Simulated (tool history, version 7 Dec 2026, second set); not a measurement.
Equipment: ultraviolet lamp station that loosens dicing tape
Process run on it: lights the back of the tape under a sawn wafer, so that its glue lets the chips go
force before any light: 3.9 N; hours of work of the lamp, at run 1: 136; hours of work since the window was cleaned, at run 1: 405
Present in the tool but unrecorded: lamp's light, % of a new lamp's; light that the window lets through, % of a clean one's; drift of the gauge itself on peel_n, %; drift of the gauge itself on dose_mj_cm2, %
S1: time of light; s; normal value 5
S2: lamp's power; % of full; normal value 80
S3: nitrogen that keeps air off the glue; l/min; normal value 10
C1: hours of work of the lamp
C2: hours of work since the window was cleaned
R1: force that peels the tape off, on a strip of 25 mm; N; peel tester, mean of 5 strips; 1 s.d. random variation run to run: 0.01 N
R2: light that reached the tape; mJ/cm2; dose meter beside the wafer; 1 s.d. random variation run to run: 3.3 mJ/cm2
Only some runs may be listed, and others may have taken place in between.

run,hour,S1,S2,S3,C1,C2,R1,R2
1,0.0,5,80,10,136,405,0.552,458
2,8.0,5,80,10,140,409,0.574,461
3,13.7,5,80,10,143,412,0.567,452
4,22.9,5,80,10,148,416,0.581,458
5,30.9,5,80,15,151,420,0.446,451
6,36.1,5,76,15,154,423,0.500,432
7,42.2,5,76,15,157,426,0.509,427
8,53.1,5,76,15,162,431,0.511,428
9,63.5,5,80,7,167,436,0.680,447
10,68.7,5,80,10,170,439,0.559,452
11,77.5,5,79,10,174,443,0.580,444
12,83.5,5,79,10,177,446,0.580,445
13,92.8,4,79,10,181,450,0.858,359
14,98.9,4,79,10,184,453,0.862,352
15,106.4,4,92,10,188,457,0.672,403
16,115.9,4,92,10,193,462,0.661,407
17,124.7,5,80,10,197,466,0.603,449
18,134.0,5,80,18,201,470,0.438,435
19,145.5,7,80,10,207,476,0.334,615
20,154.9,7,80,10,212,480,0.327,620
21,166.1,7,80,10,217,486,0.332,614
22,174.5,6,82,10,221,490,0.411,539
23,186.1,5,62,10,227,496,0.892,337
24,195.0,3,80,6,231,500,1.475,261
25,200.7,3,80,6,234,503,1.476,260
26,207.2,8,81,5,237,506,0.407,709
27,219.2,8,66,9,243,512,0.405,574
28,225.6,8,75,9,246,515,0.312,648
29,237.1,8,75,9,251,520,0.330,643
# hour 238.1: window cleaned of glue's vapour
30,248.0,5,95,10,256,5,0.468,498
31,254.8,5,95,10,260,8,0.479,495
32,265.6,4,62,14,265,13,1.157,257
33,273.1,4,89,8,269,17,0.860,370
34,280.8,3,97,14,272,21,0.909,302
35,290.7,6,87,5,277,26,0.650,542
36,300.1,3,89,13,282,30,1.038,277
37,307.0,5,87,9,285,33,0.628,454
# hour 311.1: window cleaned of glue's vapour, once more
38,316.9,5,87,9,290,3,0.542,486
39,327.2,2,73,11,295,8,1.858,163
40,339.3,2,69,5,300,14,2.250,151
41,347.8,2,69,5,304,18,2.274,155
42,357.6,5,65,12,309,23,0.754,360

Describe how what the log doesn't record of the tool's condition differs between the last listed run preceding each entry between runs and the first listed run following it.
Runs 29 to 30: window cleaned of glue's vapour (hour 238.1)
  lamp's light, % of a new lamp's: 89.3 -> 89.1; light that the window lets through, % of a clean one's: 94.1 -> 91.3
  measured minus no-state result, R1: +0.089 -> +0.150 N; R2: -122 -> -113 mJ/cm2
Runs 37 to 38: window cleaned of glue's vapour, once more (hour 311.1)
  lamp's light, % of a new lamp's: 88 -> 87.9; light that the window lets through, % of a clean one's: 91 -> 99.4
  measured minus no-state result, R1: +0.202 -> +0.117 N; R2: -112 -> -70 mJ/cm2
